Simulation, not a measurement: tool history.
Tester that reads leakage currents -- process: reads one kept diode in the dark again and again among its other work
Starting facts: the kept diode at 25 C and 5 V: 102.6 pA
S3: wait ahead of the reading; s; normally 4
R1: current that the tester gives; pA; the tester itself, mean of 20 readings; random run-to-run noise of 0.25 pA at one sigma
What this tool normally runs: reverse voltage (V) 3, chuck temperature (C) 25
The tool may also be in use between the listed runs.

{"run": 1, "hour": 0.0, "reverse voltage (V)": 3, "chuck temperature (C)": 25, "S3": 4, "R1": 82.91}
{"run": 2, "hour": 65.2, "reverse voltage (V)": 3, "chuck temperature (C)": 25, "S3": 9.95, "R1": 82.92}
{"run": 3, "hour": 180.3, "reverse voltage (V)": 3, "chuck temperature (C)": 25, "S3": 4, "R1": 83.35}
{"run": 4, "hour": 267.1, "reverse voltage (V)": 3, "chuck temperature (C)": 36, "S3": 4, "R1": 233.21}
{"run": 5, "hour": 364.6, "reverse voltage (V)": 3, "chuck temperature (C)": 36, "S3": 4, "R1": 233.36}
{"run": 6, "hour": 450.3, "reverse voltage (V)": 6.53, "chuck temperature (C)": 25, "S3": 4, "R1": 114.79}
{"run": 7, "hour": 537.8, "reverse voltage (V)": 14.88, "chuck temperature (C)": 26, "S3": 1.84, "R1": 178.25}
{"run": 8, "hour": 637.8, "reverse voltage (V)": 14.88, "chuck temperature (C)": 26, "S3": 1.84, "R1": 178.63}

Expected results for the next run?
{"run": 9, "hour": 745.7, "reverse voltage (V)": 14.88, "chuck temperature (C)": 26, "S3": 1.84, "R1": "?"}

Run 9 came out at R1 179.11 pA.
Were there no unlogged condition in the tool, this run, its random variation unchanged, would have produced R1 179.27 pA.
